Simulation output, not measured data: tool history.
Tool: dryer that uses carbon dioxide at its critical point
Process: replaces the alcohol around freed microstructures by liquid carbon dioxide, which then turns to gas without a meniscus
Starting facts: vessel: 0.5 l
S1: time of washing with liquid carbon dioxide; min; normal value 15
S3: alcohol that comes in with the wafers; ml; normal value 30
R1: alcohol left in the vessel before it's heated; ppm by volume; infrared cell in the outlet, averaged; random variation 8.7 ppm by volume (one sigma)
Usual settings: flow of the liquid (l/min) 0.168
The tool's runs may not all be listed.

{"run": 1, "hour": 0.0, "S1": 15, "flow of the liquid (l/min)": 0.168, "S3": 30, "R1": 662}
{"run": 2, "hour": 9.8, "S1": 15, "flow of the liquid (l/min)": 0.168, "S3": 50, "R1": 1003}
{"run": 3, "hour": 18.7, "S1": 15, "flow of the liquid (l/min)": 0.134, "S3": 30, "R1": 1612}
{"run": 4, "hour": 30.5, "S1": 15, "flow of the liquid (l/min)": 0.134, "S3": 30, "R1": 1548}
{"run": 5, "hour": 46.7, "S1": 15, "flow of the liquid (l/min)": 0.19, "S3": 30, "R1": 416}
{"run": 6, "hour": 64.2, "S1": 19, "flow of the liquid (l/min)": 0.168, "S3": 30, "R1": 295}
{"run": 7, "hour": 80.7, "S1": 19, "flow of the liquid (l/min)": 0.111, "S3": 30, "R1": 1433}
{"run": 8, "hour": 91.4, "S1": 15, "flow of the liquid (l/min)": 0.168, "S3": 30, "R1": 719}
{"run": 9, "hour": 108.5, "S1": 14, "flow of the liquid (l/min)": 0.168, "S3": 30, "R1": 940}
{"run": 10, "hour": 124.1, "S1": 14, "flow of the liquid (l/min)": 0.168, "S3": 30, "R1": 929}
{"run": 11, "hour": 140.6, "S1": 15, "flow of the liquid (l/min)": 0.27, "S3": 30, "R1": 191}
{"run": 12, "hour": 158.9, "S1": 11, "flow of the liquid (l/min)": 0.27, "S3": 30, "R1": 376}
{"run": 13, "hour": 169.5, "S1": 15, "flow of the liquid (l/min)": 0.129, "S3": 30, "R1": 2059}
{"run": 14, "hour": 183.9, "S1": 15, "flow of the liquid (l/min)": 0.129, "S3": 30, "R1": 2040}
{"run": 15, "hour": 194.7, "S1": 21, "flow of the liquid (l/min)": 0.168, "S3": 30, "R1": 248}
{"run": 16, "hour": 206.2, "S1": 15, "flow of the liquid (l/min)": 0.168, "S3": 30, "R1": 777}
{"run": 17, "hour": 217.0, "S1": 15, "flow of the liquid (l/min)": 0.168, "S3": 30, "R1": 780}
{"run": 18, "hour": 235.3, "S1": 15, "flow of the liquid (l/min)": 0.168, "S3": 30, "R1": 820}
{"run": 19, "hour": 252.3, "S1": 18, "flow of the liquid (l/min)": 0.113, "S3": 29, "R1": 1771}
{"run": 20, "hour": 269.3, "S1": 15, "flow of the liquid (l/min)": 0.113, "S3": 29, "R1": 3118}
{"run": 21, "hour": 287.9, "S1": 11, "flow of the liquid (l/min)": 0.284, "S3": 92, "R1": 753}
{"run": 22, "hour": 306.6, "S1": 16, "flow of the liquid (l/min)": 0.229, "S3": 27, "R1": 242}
{"run": 23, "hour": 315.8, "S1": 17, "flow of the liquid (l/min)": 0.168, "S3": 29, "R1": 534}
{"run": 24, "hour": 330.8, "S1": 17, "flow of the liquid (l/min)": 0.168, "S3": 29, "R1": 558}
{"run": 25, "hour": 340.3, "S1": 13, "flow of the liquid (l/min)": 0.171, "S3": 35, "R1": 1525}
{"run": 26, "hour": 358.3, "S1": 11, "flow of the liquid (l/min)": 0.121, "S3": 82, "R1": 16604}
{"run": 27, "hour": 372.3, "S1": 12, "flow of the liquid (l/min)": 0.168, "S3": 30, "R1": 1920}
{"run": 28, "hour": 390.9, "S1": 24, "flow of the liquid (l/min)": 0.261, "S3": 21, "R1": 193}
{"run": 29, "hour": 409.6, "S1": 22, "flow of the liquid (l/min)": 0.188, "S3": 38, "R1": 235}
{"run": 30, "hour": 426.8, "S1": 22, "flow of the liquid (l/min)": 0.188, "S3": 38, "R1": 246}
{"run": 31, "hour": 435.4, "S1": 12, "flow of the liquid (l/min)": 0.25, "S3": 84, "R1": 981}
{"run": 32, "hour": 444.1, "S1": 10, "flow of the liquid (l/min)": 0.171, "S3": 84, "R1": 8791}
{"run": 33, "hour": 457.1, "S1": 10, "flow of the liquid (l/min)": 0.171, "S3": 84, "R1": 8757}
{"run": 34, "hour": 476.8, "S1": 22, "flow of the liquid (l/min)": 0.138, "S3": 28, "R1": 525}

Here are 3 independent what-if runs from the current tool condition. What would each one return?
{"run": "A", "hour": 491.9, "S1": 12, "flow of the liquid (l/min)": 0.122, "S3": 58, "R1": "?"}
{"run": "B", "hour": 491.9, "S1": 23, "flow of the liquid (l/min)": 0.165, "S3": 53, "R1": "?"}
{"run": "C", "hour": 491.9, "S1": 22, "flow of the liquid (l/min)": 0.196, "S3": 23, "R1": "?"}

run=A R1=10171
run=B R1=370
run=C R1=242
With the hidden condition removed and each run's random variation left untouched, the same runs would have given:
run=A R1=7524
run=B R1=83
run=C R1=18

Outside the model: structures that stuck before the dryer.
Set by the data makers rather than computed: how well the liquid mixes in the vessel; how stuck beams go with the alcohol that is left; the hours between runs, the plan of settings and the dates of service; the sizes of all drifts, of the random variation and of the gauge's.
